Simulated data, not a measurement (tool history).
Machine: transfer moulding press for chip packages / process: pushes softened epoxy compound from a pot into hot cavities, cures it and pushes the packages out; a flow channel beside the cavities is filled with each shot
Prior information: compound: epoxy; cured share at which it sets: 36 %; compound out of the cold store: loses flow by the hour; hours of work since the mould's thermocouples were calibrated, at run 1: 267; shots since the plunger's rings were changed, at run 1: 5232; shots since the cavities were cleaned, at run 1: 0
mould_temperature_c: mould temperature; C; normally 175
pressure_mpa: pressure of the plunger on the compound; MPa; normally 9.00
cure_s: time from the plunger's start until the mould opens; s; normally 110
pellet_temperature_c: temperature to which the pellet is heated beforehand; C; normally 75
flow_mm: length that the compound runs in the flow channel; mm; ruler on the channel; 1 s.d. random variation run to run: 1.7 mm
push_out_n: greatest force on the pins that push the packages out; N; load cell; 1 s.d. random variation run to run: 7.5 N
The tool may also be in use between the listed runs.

| run | hour | mould_temperature_c | pressure_mpa | cure_s | pellet_temperature_c | hours of work since the mould's thermocouples were calibrated | shots since the plunger's rings were changed | shots since the cavities were cleaned | incoming compound's hours out of the cold store | flow_mm | push_out_n |
|---|---|---|---|---|---|---|---|---|---|---|---|
| 1 | 0.0 | 175 | 9.00 | 110 | 75 | 267 | 5232 | 0 | 9.4 | 760 | 336 |
|  | 18.2 | plunger's sealing rings changed |
| 2 | 30.8 | 175 | 7.17 | 110 | 75 | 285 | 122 | 275 | 26.7 | 631 | 323 |
|  | 65.4 | cavities cleaned with cleaning compound and waxed |
| 3 | 72.3 | 175 | 9.00 | 110 | 75 | 310 | 510 | 66 | 26.3 | 707 | 322 |
| 4 | 97.5 | 175 | 9.00 | 110 | 75 | 326 | 755 | 311 | 31.7 | 695 | 327 |
|  | 128.5 | cavities cleaned with cleaning compound and waxed |
| 5 | 134.7 | 175 | 9.00 | 110 | 75 | 348 | 1102 | 61 | 36.8 | 677 | 311 |
| 6 | 176.9 | 175 | 9.00 | 110 | 75 | 375 | 1511 | 470 | 26.4 | 710 | 326 |
|  | 191.3 | cavities cleaned with cleaning compound and waxed |
| 7 | 219.3 | 175 | 9.00 | 110 | 75 | 401 | 1908 | 272 | 31.5 | 690 | 322 |
|  | 249.8 | mould's thermocouples calibrated |
|  | 257.5 | cavities cleaned with cleaning compound and waxed |
| 8 | 269.0 | 182 | 9.00 | 110 | 75 | 11 | 2357 | 112 | 26.3 | 687 | 279 |
| 9 | 306.7 | 182 | 9.00 | 110 | 75 | 35 | 2723 | 478 | 30.0 | 676 | 280 |
|  | 318.8 | cavities cleaned with cleaning compound and waxed |
| 10 | 338.3 | 182 | 9.00 | 110 | 75 | 54 | 3016 | 190 | 8.9 | 735 | 282 |
| 11 | 368.8 | 182 | 9.00 | 110 | 75 | 73 | 3311 | 485 | 44.5 | 635 | 286 |
|  | 383.1 | cavities cleaned with cleaning compound and waxed |
| 12 | 420.8 | 182 | 9.00 | 110 | 84 | 105 | 3801 | 365 | 36.5 | 659 | 270 |
|  | 446.0 | cavities cleaned with cleaning compound and waxed |
| 13 | 463.2 | 182 | 9.00 | 111 | 84 | 131 | 4199 | 167 | 21.3 | 697 | 276 |
| 14 | 498.3 | 175 | 9.00 | 110 | 75 | 153 | 4540 | 508 | 44.6 | 654 | 311 |
|  | 508.1 | cavities cleaned with cleaning compound and waxed |
| 15 | 545.3 | 175 | 9.00 | 110 | 75 | 181 | 4981 | 361 | 9.2 | 761 | 319 |
|  | 571.0 | cavities cleaned with cleaning compound and waxed |
|  | 591.5 | plunger's sealing rings changed |
| 16 | 598.3 | 180 | 9.00 | 110 | 68 | 212 | 66 | 240 | 40.0 | 656 | 286 |
|  | 635.7 | cavities cleaned with cleaning compound and waxed |
| 17 | 650.9 | 174 | 9.00 | 96 | 77 | 244 | 563 | 148 | 37.0 | 683 | 398 |
| 18 | 691.7 | 179 | 9.00 | 96 | 76 | 270 | 959 | 544 | 47.6 | 637 | 315 |
|  | 697.7 | cavities cleaned with cleaning compound and waxed |
| 19 | 734.8 | 179 | 8.67 | 116 | 76 | 296 | 1362 | 360 | 40.3 | 645 | 280 |
|  | 760.5 | cavities cleaned with cleaning compound and waxed |
| 20 | 772.0 | 172 | 9.00 | 146 | 75 | 319 | 1709 | 112 | 28.5 | 713 | 272 |
|  | 822.3 | cavities cleaned with cleaning compound and waxed |
| 21 | 822.3 | 172 | 9.00 | 124 | 75 | 349 | 2182 | 0 | 13.4 | 758 | 314 |
| 22 | 870.8 | 172 | 9.00 | 113 | 75 | 380 | 2654 | 472 | 44.1 | 670 | 327 |
|  | 886.1 | cavities cleaned with cleaning compound and waxed |
| 23 | 920.1 | 172 | 9.00 | 113 | 75 | 410 | 3118 | 331 | 11.0 | 768 | 371 |
|  | 935.4 | mould's thermocouples calibrated |
|  | 950.6 | cavities cleaned with cleaning compound and waxed |
| 24 | 969.6 | 171 | 7.71 | 113 | 77 | 21 | 3564 | 184 | 13.7 | 706 | 370 |
| 25 | 1006.0 | 177 | 10.49 | 106 | 81 | 43 | 3918 | 538 | 30.1 | 746 | 305 |
|  | 1015.8 | cavities cleaned with cleaning compound and waxed |
| 26 | 1052.0 | 177 | 10.49 | 106 | 81 | 71 | 4350 | 351 | 44.9 | 701 | 301 |
|  | 1077.6 | cavities cleaned with cleaning compound and waxed |
| 27 | 1077.6 | 169 | 6.85 | 110 | 75 | 87 | 4584 | 0 | 23.9 | 646 | 428 |
| 28 | 1121.0 | 177 | 9.03 | 148 | 70 | 114 | 5005 | 421 | 16.3 | 731 | 272 |

Predict each of these 3 candidate next runs independently; none follows another, all start after run 28:
|  | 1139.4 | cavities cleaned with cleaning compound and waxed |
| A | 1147.4 | 179 | 9.03 | 148 | 69 | 130 | 5247 | 78 | 19.5 | ? | ? |
|  | 1139.4 | cavities cleaned with cleaning compound and waxed |
| B | 1147.4 | 175 | 7.10 | 110 | 80 | 130 | 5247 | 78 | 9.3 | ? | ? |
|  | 1139.4 | cavities cleaned with cleaning compound and waxed |
| C | 1147.4 | 182 | 9.00 | 105 | 75 | 130 | 5247 | 78 | 10.2 | ? | ? |

| run | flow_mm | push_out_n |
|---|---|---|
| A | 713 | 267 |
| B | 677 | 318 |
| C | 729 | 269 |
What these runs would have given with no unlogged condition in the tool:
| run | flow_mm | push_out_n |
|---|---|---|
| A | 713 | 266 |
| B | 677 | 317 |
| C | 729 | 269 |

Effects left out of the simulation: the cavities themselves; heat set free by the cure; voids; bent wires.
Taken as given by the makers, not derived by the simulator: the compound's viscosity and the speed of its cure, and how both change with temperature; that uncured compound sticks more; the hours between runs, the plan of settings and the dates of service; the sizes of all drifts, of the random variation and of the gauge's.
